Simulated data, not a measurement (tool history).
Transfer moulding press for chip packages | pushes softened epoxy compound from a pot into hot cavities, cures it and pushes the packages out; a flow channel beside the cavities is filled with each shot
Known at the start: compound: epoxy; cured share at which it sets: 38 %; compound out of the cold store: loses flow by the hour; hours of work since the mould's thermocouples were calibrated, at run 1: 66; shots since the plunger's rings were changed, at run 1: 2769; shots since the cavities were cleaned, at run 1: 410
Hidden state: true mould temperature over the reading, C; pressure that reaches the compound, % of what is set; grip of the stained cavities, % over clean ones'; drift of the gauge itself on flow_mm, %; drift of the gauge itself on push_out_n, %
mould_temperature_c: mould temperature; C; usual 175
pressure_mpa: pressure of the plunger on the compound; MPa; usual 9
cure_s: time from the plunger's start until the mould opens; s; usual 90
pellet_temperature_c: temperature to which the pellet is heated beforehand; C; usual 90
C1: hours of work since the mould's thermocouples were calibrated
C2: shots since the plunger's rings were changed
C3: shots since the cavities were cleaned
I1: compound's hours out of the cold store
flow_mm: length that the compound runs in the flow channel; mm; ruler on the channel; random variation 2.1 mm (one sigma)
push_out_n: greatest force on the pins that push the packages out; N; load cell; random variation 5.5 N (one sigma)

Run 1, day 0: usual settings; C1 66; C2 2769; C3 410; I1 13.5. Result: flow_mm 824 mm, push_out_n 273 N.
At day 0.225: cavities cleaned with cleaning compound and waxed.
Run 2, day 1.683: usual settings; C1 85; C2 3126; C3 321; I1 17.9. Result: flow_mm 800 mm, push_out_n 265 N.
At day 2.304: cavities cleaned with cleaning compound and waxed.
Run 3, day 3.092: usual settings; C1 101; C2 3422; C3 173; I1 28.3. Result: flow_mm 753 mm, push_out_n 239 N.
At day 4.304: cavities cleaned with cleaning compound and waxed.
Run 4, day 4.304: usual settings; C1 115; C2 3675; C3 0; I1 20.7. Result: flow_mm 783 mm, push_out_n 201 N.
Run 5, day 5.221: usual settings; C1 125; C2 3877; C3 202; I1 13. Result: flow_mm 812 mm, push_out_n 253 N.
Run 6, day 6.067: usual settings; C1 135; C2 4063; C3 388; I1 18.6. Result: flow_mm 790 mm, push_out_n 273 N.
At day 6.275: cavities cleaned with cleaning compound and waxed.
Run 7, day 7.362: usual settings but pellet_temperature_c 96 C; C1 150; C2 4335; C3 240; I1 46.1. Result: flow_mm 678 mm, push_out_n 237 N.
At day 8.221: plunger's sealing rings changed.
At day 8.429: cavities cleaned with cleaning compound and waxed.
Run 8, day 9.454: usual settings but pellet_temperature_c 86 C; C1 173; C2 257; C3 226; I1 16.5. Result: flow_mm 825 mm, push_out_n 240 N.
At day 10.392: cavities cleaned with cleaning compound and waxed.
Run 9, day 10.488: usual settings but pellet_temperature_c 86 C; C1 184; C2 471; C3 22; I1 16.2. Result: flow_mm 824 mm, push_out_n 199 N.
At day 12.333: cavities cleaned with cleaning compound and waxed.
Run 10, day 12.346: usual settings but pellet_temperature_c 86 C; C1 205; C2 866; C3 3; I1 40. Result: flow_mm 723 mm, push_out_n 184 N.
Run 11, day 13.762: usual settings but pressure_mpa 10.32 MPa; C1 222; C2 1178; C3 315; I1 30.9. Result: flow_mm 809 mm, push_out_n 263 N.
At day 14.304: cavities cleaned with cleaning compound and waxed.
Run 12, day 15.417: usual settings but pressure_mpa 10.32 MPa; C1 241; C2 1528; C3 245; I1 35.7. Result: flow_mm 786 mm, push_out_n 238 N.
At day 16.283: cavities cleaned with cleaning compound and waxed.
Run 13, day 16.404: usual settings but pressure_mpa 10.32 MPa; C1 252; C2 1731; C3 26; I1 26.2. Result: flow_mm 829 mm, push_out_n 190 N.
Run 14, day 17.979: usual settings but pressure_mpa 10.32 MPa; C1 270; C2 2078; C3 373; I1 25.5. Result: flow_mm 828 mm, push_out_n 262 N.
At day 18.354: cavities cleaned with cleaning compound and waxed.
Run 15, day 18.975: usual settings but cure_s 85 s; C1 281; C2 2284; C3 137; I1 39.5. Result: flow_mm 716 mm, push_out_n 226 N.
Run 16, day 19.938: usual settings but pellet_temperature_c 83 C; C1 293; C2 2496; C3 349; I1 24.5. Result: flow_mm 779 mm, push_out_n 270 N.
At day 20.304: cavities cleaned with cleaning compound and waxed.
Run 17, day 21.312: usual settings but pellet_temperature_c 83 C; C1 308; C2 2784; C3 221; I1 10.4. Result: flow_mm 835 mm, push_out_n 245 N.
At day 22.304: cavities cleaned with cleaning compound and waxed.
Run 18, day 22.696: usual settings but mould_temperature_c 172 C, pressure_mpa 10.52 MPa, cure_s 106 s, pellet_temperature_c 83 C; C1 324; C2 3075; C3 87; I1 23. Result: flow_mm 846 mm, push_out_n 204 N.
At day 24.258: cavities cleaned with cleaning compound and waxed.
Run 19, day 24.533: usual settings but pressure_mpa 10.43 MPa, pellet_temperature_c 100 C; C1 345; C2 3466; C3 61; I1 46. Result: flow_mm 741 mm, push_out_n 197 N.
Run 20, day 26.083: usual settings but pressure_mpa 10.43 MPa, pellet_temperature_c 100 C; C1 363; C2 3806; C3 401; I1 29.1. Result: flow_mm 808 mm, push_out_n 264 N.
At day 26.254: cavities cleaned with cleaning compound and waxed.
Run 21, day 27.338: usual settings but mould_temperature_c 167 C, pressure_mpa 10.43 MPa, cure_s 82 s, pellet_temperature_c 85 C; C1 377; C2 4069; C3 239; I1 44.7. Result: flow_mm 752 mm, push_out_n 382 N.
At day 28.225: cavities cleaned with cleaning compound and waxed.
Run 22, day 29.025: usual settings but pressure_mpa 7.55 MPa, cure_s 115 s, pellet_temperature_c 97 C; C1 396; C2 4427; C3 177; I1 29.9. Result: flow_mm 680 mm, push_out_n 208 N.
At day 29.412: plunger's sealing rings changed.
At day 29.917: mould's thermocouples calibrated.
At day 30.438: cavities cleaned with cleaning compound and waxed.
Run 23, day 30.438: usual settings but pressure_mpa 7.55 MPa, cure_s 115 s, pellet_temperature_c 97 C; C1 5; C2 194; C3 0; I1 21.4. Result: flow_mm 736 mm, push_out_n 160 N.
Run 24, day 32.221: usual settings but mould_temperature_c 174 C, pressure_mpa 9.81 MPa, cure_s 127 s, pellet_temperature_c 98 C; C1 26; C2 586; C3 392; I1 25. Result: flow_mm 824 mm, push_out_n 237 N.
At day 32.438: cavities cleaned with cleaning compound and waxed.
Run 25, day 34.154: usual settings but mould_temperature_c 170 C, cure_s 73 s, pellet_temperature_c 95 C; C1 49; C2 997; C3 377; I1 33.6. Result: flow_mm 753 mm, push_out_n 499 N.
At day 34.504: cavities cleaned with cleaning compound and waxed.
Run 26, day 35.475: usual settings but mould_temperature_c 170 C, pressure_mpa 9.06 MPa, pellet_temperature_c 96 C; C1 63; C2 1275; C3 215; I1 46.7. Result: flow_mm 702 mm, push_out_n 281 N.

Forecast each of these 3 alternatives for the next run:
At day 36.429: cavities cleaned with cleaning compound and waxed.
Run A, day 37.3: usual settings but pressure_mpa 10.54 MPa, cure_s 78 s; C1 84; C2 1662; C3 191; I1 36.4. Result: flow_mm ?, push_out_n ?.
At day 36.429: cavities cleaned with cleaning compound and waxed.
Run B, day 37.3: usual settings but mould_temperature_c 169 C, pressure_mpa 7.39 MPa, cure_s 72 s, pellet_temperature_c 96 C; C1 84; C2 1662; C3 191; I1 21. Result: flow_mm ?, push_out_n ?.
At day 36.429: cavities cleaned with cleaning compound and waxed.
Run C, day 37.3: usual settings but mould_temperature_c 168 C, pressure_mpa 9.06 MPa, pellet_temperature_c 96 C; C1 84; C2 1662; C3 191; I1 21.3. Result: flow_mm ?, push_out_n ?.

run  flow_mm  push_out_n
  A      798         280
  B      731         505
  C      808         347
Without the tool's hidden state the same runs would have given:
run  flow_mm  push_out_n
  A      808         222
  B      740         402
  C      818         278

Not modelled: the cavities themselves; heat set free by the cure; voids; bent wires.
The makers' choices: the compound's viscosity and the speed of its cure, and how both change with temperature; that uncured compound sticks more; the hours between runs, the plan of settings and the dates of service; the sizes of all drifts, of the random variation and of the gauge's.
